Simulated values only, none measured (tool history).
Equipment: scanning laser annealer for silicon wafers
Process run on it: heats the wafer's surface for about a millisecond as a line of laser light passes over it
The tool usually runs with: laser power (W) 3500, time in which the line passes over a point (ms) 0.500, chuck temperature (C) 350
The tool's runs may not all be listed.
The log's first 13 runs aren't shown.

run	hour	laser power (W)	time in which the line passes over a point (ms)	chuck temperature (C)	highest temperature of the surface (C)
# hour 85.3: window over the wafer cleaned, once more
14	86.1	3576	0.500	350	1205
15	90.5	3576	0.500	350	1202
16	99.4	3500	0.540	350	1224
17	108.1	3500	0.540	350	1222
18	116.3	3500	0.500	350	1187
19	121.0	3500	0.452	350	1136
20	126.5	3500	0.452	350	1132
21	131.4	3500	0.452	350	1140
22	141.3	3500	0.452	350	1137
23	148.3	3207	0.388	379	1037
24	152.8	3680	0.491	360	1229
25	157.7	3680	0.522	360	1258
26	168.0	3083	0.522	360	1113
27	177.7	3573	0.619	361	1323
28	185.1	3634	0.540	367	1272
29	194.5	3584	0.404	315	1067
30	204.4	3290	0.450	350	1086
31	208.6	3444	0.353	346	1015
32	215.1	3682	0.353	329	1039
33	223.4	3500	0.600	330	1257
34	228.2	3500	0.600	330	1255
35	236.7	3500	0.600	330	1254

Run 36 has not been measured yet. What should we expect?
36	246.2	3482	0.609	350	?

{"run 36": {"highest temperature of the surface (C)": 1278}}
With no hidden state in the tool, this same run would have given highest temperature of the surface (C) 1287.

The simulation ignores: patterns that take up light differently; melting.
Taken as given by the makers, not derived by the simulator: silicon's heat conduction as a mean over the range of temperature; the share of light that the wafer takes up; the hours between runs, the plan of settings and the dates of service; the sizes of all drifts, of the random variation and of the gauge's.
